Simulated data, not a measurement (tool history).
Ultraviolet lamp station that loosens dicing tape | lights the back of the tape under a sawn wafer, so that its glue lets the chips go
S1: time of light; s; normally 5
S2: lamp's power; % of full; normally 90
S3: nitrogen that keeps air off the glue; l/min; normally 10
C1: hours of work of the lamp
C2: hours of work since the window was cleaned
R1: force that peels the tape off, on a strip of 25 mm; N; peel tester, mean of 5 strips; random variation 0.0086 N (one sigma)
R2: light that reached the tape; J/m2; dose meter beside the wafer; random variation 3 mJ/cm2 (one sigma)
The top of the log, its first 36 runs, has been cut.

run     day  S1  S2  S3   C1   C2     R1    R2
 37  54.154   8  99  16  417  189  0.196  7830
 38  55.712   5  74   5  440  213  0.665  3620
 39  57.567   5  79   5  468  240  0.617  3930
 40  58.467   6  88   8  481  254  0.311  5190
 41  59.675   6  88   8  500  272  0.308  5170
 42  61.183   6  62   4  522  294  0.764  3670
 43  62.396   3  62   4  540  313  1.814  1830
 44  64.238   3  62   4  568  340  1.692  1800

Consider 3 possible next runs. They are alternatives, not a sequence: every one starts from the tool as it was left by run 44. What does each give?
  A  66.296   3  91   5  599  371   ?   ?
  B  66.296   3  62   9  599  371   ?   ?
  C  66.296   5  79  14  599  371   ?   ?

run     R1    R2
  A  1.045  2690
  B  1.267  1820
  C  0.365  3880
Had the tool no hidden state, the same runs would have come out as:
run     R1    R2
  A  1.041  2700
  B  1.262  1830
  C  0.363  3890
